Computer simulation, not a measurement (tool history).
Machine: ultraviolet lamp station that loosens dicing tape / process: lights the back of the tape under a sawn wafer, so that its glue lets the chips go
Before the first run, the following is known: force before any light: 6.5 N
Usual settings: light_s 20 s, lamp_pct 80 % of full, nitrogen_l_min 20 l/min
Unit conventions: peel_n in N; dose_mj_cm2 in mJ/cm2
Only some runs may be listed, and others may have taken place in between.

Run 1, day 0: usual settings. Result: peel_n 0.818 N, dose_mj_cm2 128 mJ/cm2.
Run 2, day 0.812: usual settings. Result: peel_n 0.817 N, dose_mj_cm2 129 mJ/cm2.
Run 3, day 1.592: usual settings. Result: peel_n 0.842 N, dose_mj_cm2 128 mJ/cm2.
Run 4, day 2.688: usual settings. Result: peel_n 0.856 N, dose_mj_cm2 124 mJ/cm2.
Run 5, day 3.771: usual settings. Result: peel_n 0.869 N, dose_mj_cm2 126 mJ/cm2.
Run 6, day 4.692: usual settings. Result: peel_n 0.906 N, dose_mj_cm2 119 mJ/cm2.
Run 7, day 5.842: usual settings but light_s 13 s. Result: peel_n 1.885 N, dose_mj_cm2 77 mJ/cm2.
At day 6.117: window cleaned of glue's vapour.
Run 8, day 6.738: usual settings but light_s 13 s. Result: peel_n 1.513 N, dose_mj_cm2 90 mJ/cm2.
Run 9, day 7.867: usual settings but light_s 13 s. Result: peel_n 1.474 N, dose_mj_cm2 93 mJ/cm2.
At day 8.533: lamp changed.
Run 10, day 9.038: usual settings but light_s 13 s. Result: peel_n 0.688 N, dose_mj_cm2 141 mJ/cm2.
Run 11, day 9.738: usual settings but light_s 13 s. Result: peel_n 0.687 N, dose_mj_cm2 138 mJ/cm2.
Run 12, day 10.758: usual settings but light_s 13 s. Result: peel_n 0.684 N, dose_mj_cm2 138 mJ/cm2.
Run 13, day 11.875: usual settings but light_s 13 s. Result: peel_n 0.707 N, dose_mj_cm2 136 mJ/cm2.
Run 14, day 12.604: usual settings but light_s 13 s. Result: peel_n 0.735 N, dose_mj_cm2 133 mJ/cm2.
Run 15, day 13.821: usual settings but nitrogen_l_min 7 l/min. Result: peel_n 0.72 N, dose_mj_cm2 208 mJ/cm2.
Run 16, day 15.012: usual settings but nitrogen_l_min 38 l/min. Result: peel_n 0.203 N, dose_mj_cm2 199 mJ/cm2.
Run 17, day 15.525: usual settings but nitrogen_l_min 38 l/min. Result: peel_n 0.222 N, dose_mj_cm2 202 mJ/cm2.
Run 18, day 16.596: usual settings but lamp_pct 81 % of full. Result: peel_n 0.324 N, dose_mj_cm2 200 mJ/cm2.
Run 19, day 17.617: usual settings but lamp_pct 81 % of full. Result: peel_n 0.332 N, dose_mj_cm2 197 mJ/cm2.
Run 20, day 18.212: usual settings but lamp_pct 81 % of full. Result: peel_n 0.353 N, dose_mj_cm2 198 mJ/cm2.
Run 21, day 19.396: usual settings but light_s 39 s, lamp_pct 81 % of full. Result: peel_n 0.129 N, dose_mj_cm2 378 mJ/cm2.
Run 22, day 20.05: usual settings but light_s 39 s, lamp_pct 81 % of full. Result: peel_n 0.13 N, dose_mj_cm2 368 mJ/cm2.
Run 23, day 21.217: usual settings but lamp_pct 64 % of full, nitrogen_l_min 7 l/min. Result: peel_n 1.245 N, dose_mj_cm2 145 mJ/cm2.
Run 24, day 22.429: usual settings but lamp_pct 86 % of full. Result: peel_n 0.341 N, dose_mj_cm2 193 mJ/cm2.
Run 25, day 22.921: usual settings but lamp_pct 86 % of full. Result: peel_n 0.322 N, dose_mj_cm2 196 mJ/cm2.
Run 26, day 23.8: usual settings but light_s 13 s, lamp_pct 76 % of full, nitrogen_l_min 9 l/min. Result: peel_n 1.69 N, dose_mj_cm2 109 mJ/cm2.
Run 27, day 24.775: usual settings but light_s 11 s, lamp_pct 72 % of full. Result: peel_n 1.525 N, dose_mj_cm2 90 mJ/cm2.
Run 28, day 25.896: usual settings but light_s 30 s, lamp_pct 100 % of full, nitrogen_l_min 22 l/min. Result: peel_n 0.143 N, dose_mj_cm2 330 mJ/cm2.
Run 29, day 26.946: usual settings but light_s 30 s, lamp_pct 100 % of full, nitrogen_l_min 22 l/min. Result: peel_n 0.135 N, dose_mj_cm2 322 mJ/cm2.
Run 30, day 27.538: usual settings but light_s 18 s, lamp_pct 100 % of full, nitrogen_l_min 18 l/min. Result: peel_n 0.392 N, dose_mj_cm2 189 mJ/cm2.
Run 31, day 28.404: usual settings but light_s 17 s. Result: peel_n 0.67 N, dose_mj_cm2 145 mJ/cm2.
Run 32, day 29.312: usual settings but lamp_pct 77 % of full, nitrogen_l_min 7 l/min. Result: peel_n 1.094 N, dose_mj_cm2 161 mJ/cm2.
Run 33, day 30.129: usual settings but light_s 24 s, lamp_pct 79 % of full, nitrogen_l_min 37 l/min. Result: peel_n 0.226 N, dose_mj_cm2 195 mJ/cm2.
Run 34, day 31.267: usual settings but light_s 11 s, lamp_pct 79 % of full, nitrogen_l_min 12 l/min. Result: peel_n 1.919 N, dose_mj_cm2 88 mJ/cm2.
Run 35, day 31.829: usual settings but light_s 10 s, lamp_pct 99 % of full. Result: peel_n 1.215 N, dose_mj_cm2 100 mJ/cm2.
Run 36, day 32.388: usual settings but light_s 21 s, lamp_pct 72 % of full. Result: peel_n 0.617 N, dose_mj_cm2 153 mJ/cm2.
Run 37, day 33.596: usual settings but light_s 17 s, nitrogen_l_min 24 l/min. Result: peel_n 0.656 N, dose_mj_cm2 131 mJ/cm2.
Run 38, day 34.5: usual settings but light_s 17 s, nitrogen_l_min 24 l/min. Result: peel_n 0.684 N, dose_mj_cm2 131 mJ/cm2.
Run 39, day 35.708: usual settings but light_s 17 s, nitrogen_l_min 30 l/min. Result: peel_n 0.639 N, dose_mj_cm2 131 mJ/cm2.
Run 40, day 36.692: usual settings but nitrogen_l_min 32 l/min. Result: peel_n 0.446 N, dose_mj_cm2 149 mJ/cm2.
Run 41, day 37.629: usual settings but light_s 13 s, lamp_pct 74 % of full. Result: peel_n 1.503 N, dose_mj_cm2 88 mJ/cm2.
Run 42, day 38.829: usual settings but light_s 13 s, lamp_pct 63 % of full. Result: peel_n 1.867 N, dose_mj_cm2 72 mJ/cm2.
At day 39.008: window cleaned of glue's vapour.
Run 43, day 39.438: usual settings but light_s 13 s, lamp_pct 63 % of full, nitrogen_l_min 21 l/min. Result: peel_n 1.494 N, dose_mj_cm2 90 mJ/cm2.

A few steps of peel_n between consecutive runs. Split each: what settings, incoming material and random variation would produce without the hidden state, and what is left over for the hidden state, along with gauge scatter present in only one of the two compared results (measured, and without hidden state):
Hidden state present: lamp's light, % of a new lamp's; light that the window lets through, % of a clean one's; drift of the gauge itself on peel_n, %; drift of the gauge itself on dose_mj_cm2, %.
Run 6 -> 7: light_s 20 -> 13. peel_n +0.979 N: hidden state +0.557, all else +0.422.
Run 9 -> 10: lamp changed. peel_n -0.786 N: hidden state -0.806, all else +0.02.
Run 25 -> 26: light_s 20 -> 13, lamp_pct 86 -> 76, nitrogen_l_min 20 -> 9. peel_n +1.368 N: hidden state +0.335, all else +1.033.
Run 27 -> 28: light_s 11 -> 30, lamp_pct 72 -> 100, nitrogen_l_min 20 -> 22. peel_n -1.382 N: hidden state -0.433, all else -0.949.
Run 33 -> 34: light_s 24 -> 11, nitrogen_l_min 37 -> 12. peel_n +1.693 N: hidden state +0.587, all else +1.106.
